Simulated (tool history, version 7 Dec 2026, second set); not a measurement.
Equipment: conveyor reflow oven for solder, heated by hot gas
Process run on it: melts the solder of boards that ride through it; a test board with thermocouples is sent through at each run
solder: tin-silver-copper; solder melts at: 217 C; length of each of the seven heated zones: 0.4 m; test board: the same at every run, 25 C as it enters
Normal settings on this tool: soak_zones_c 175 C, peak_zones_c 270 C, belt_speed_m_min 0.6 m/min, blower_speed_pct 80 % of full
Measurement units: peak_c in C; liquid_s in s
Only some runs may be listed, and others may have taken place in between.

Run 1, day 0: usual settings. Result: peak_c 262.2 C, liquid_s 68 s.
Run 2, day 0.312: usual settings but peak_zones_c 263 C. Result: peak_c 255.6 C, liquid_s 64.8 s.
Run 3, day 0.808: usual settings. Result: peak_c 262.4 C, liquid_s 68.5 s.
Run 4, day 1.238: usual settings. Result: peak_c 262.1 C, liquid_s 68.2 s.
Run 5, day 1.704: usual settings. Result: peak_c 262.2 C, liquid_s 68 s.
Run 6, day 1.971: usual settings. Result: peak_c 262.4 C, liquid_s 67.9 s.
Run 7, day 2.425: usual settings. Result: peak_c 262.2 C, liquid_s 68.5 s.
Run 8, day 2.946: usual settings. Result: peak_c 262.3 C, liquid_s 68.1 s.
Run 9, day 3.333: usual settings. Result: peak_c 262.2 C, liquid_s 68.3 s.
Run 10, day 3.621: usual settings. Result: peak_c 262.1 C, liquid_s 68.2 s.
Run 11, day 3.912: usual settings. Result: peak_c 262.4 C, liquid_s 68.1 s.
Run 12, day 4.154: usual settings. Result: peak_c 262.1 C, liquid_s 68.3 s.
Run 13, day 4.396: usual settings. Result: peak_c 262.4 C, liquid_s 68.2 s.
Run 14, day 4.683: usual settings but soak_zones_c 180 C. Result: peak_c 262.8 C, liquid_s 70.7 s.
Run 15, day 5.012: usual settings but soak_zones_c 180 C. Result: peak_c 262.7 C, liquid_s 70.2 s.
Run 16, day 5.3: usual settings but soak_zones_c 180 C. Result: peak_c 262.7 C, liquid_s 70.6 s.
Run 17, day 5.675: usual settings but soak_zones_c 180 C. Result: peak_c 263 C, liquid_s 70.4 s.
Run 18, day 6.158: usual settings but belt_speed_m_min 0.569 m/min. Result: peak_c 263.6 C, liquid_s 72.8 s.
Run 19, day 6.575: usual settings but peak_zones_c 272 C, belt_speed_m_min 0.506 m/min. Result: peak_c 268 C, liquid_s 84.9 s.
Run 20, day 6.888: usual settings but soak_zones_c 167 C, peak_zones_c 260 C, belt_speed_m_min 0.583 m/min, blower_speed_pct 68 % of full. Result: peak_c 251.2 C, liquid_s 60.4 s.
Run 21, day 7.412: usual settings but soak_zones_c 167 C, peak_zones_c 260 C, belt_speed_m_min 0.583 m/min, blower_speed_pct 68 % of full. Result: peak_c 251.2 C, liquid_s 60.3 s.
Run 22, day 7.879: usual settings but soak_zones_c 167 C, peak_zones_c 260 C, belt_speed_m_min 0.583 m/min, blower_speed_pct 75 % of full. Result: peak_c 252.2 C, liquid_s 61.6 s.
Run 23, day 8.275: usual settings but soak_zones_c 167 C, peak_zones_c 260 C, belt_speed_m_min 0.583 m/min, blower_speed_pct 75 % of full. Result: peak_c 252.2 C, liquid_s 61.6 s.
At day 8.667: thermocouples of zones 6 and 7 changed.
Run 24, day 8.7: usual settings but peak_zones_c 262 C, belt_speed_m_min 0.646 m/min, blower_speed_pct 50 % of full. Result: peak_c 245.9 C, liquid_s 51 s.
Run 25, day 9.046: usual settings but peak_zones_c 262 C, belt_speed_m_min 0.646 m/min, blower_speed_pct 50 % of full. Result: peak_c 246 C, liquid_s 50.8 s.
Run 26, day 9.312: usual settings but soak_zones_c 161 C, belt_speed_m_min 0.673 m/min. Result: peak_c 255.3 C, liquid_s 52.5 s.
Run 27, day 9.629: usual settings but soak_zones_c 161 C, peak_zones_c 276 C, belt_speed_m_min 0.673 m/min, blower_speed_pct 52 % of full. Result: peak_c 254.6 C, liquid_s 50.6 s.
At day 9.942: flux residue cleaned out of gas plates and filters.
Run 28, day 10.092: usual settings but soak_zones_c 184 C, blower_speed_pct 88 % of full. Result: peak_c 262.7 C, liquid_s 71.7 s.
Run 29, day 10.321: usual settings but soak_zones_c 184 C, blower_speed_pct 88 % of full. Result: peak_c 262.4 C, liquid_s 72 s.
Run 30, day 10.829: usual settings but soak_zones_c 165 C, blower_speed_pct 57 % of full. Result: peak_c 256.1 C, liquid_s 60.3 s.

Alternative continuations, all from the tool just after run 30; predict every row:
Run A, day 11.179: usual settings but belt_speed_m_min 0.611 m/min. Result: peak_c ?, liquid_s ?.
Run B, day 11.179: usual settings but peak_zones_c 266 C, blower_speed_pct 87 % of full. Result: peak_c ?, liquid_s ?.
Run C, day 11.179: usual settings but soak_zones_c 171 C, blower_speed_pct 53 % of full. Result: peak_c ?, liquid_s ?.
Run D, day 11.179: usual settings but belt_speed_m_min 0.571 m/min, blower_speed_pct 73 % of full. Result: peak_c ?, liquid_s ?.

run  peak_c  liquid_s
  A   260.5      66.2
  B   257.9      66.7
  C     256      62.4
  D   261.1      71.5
With no hidden state in the tool, these same runs would have given:
run  peak_c  liquid_s
  A   260.3      65.8
  B   257.8      66.3
  C   255.8      61.9
  D     261      71.1

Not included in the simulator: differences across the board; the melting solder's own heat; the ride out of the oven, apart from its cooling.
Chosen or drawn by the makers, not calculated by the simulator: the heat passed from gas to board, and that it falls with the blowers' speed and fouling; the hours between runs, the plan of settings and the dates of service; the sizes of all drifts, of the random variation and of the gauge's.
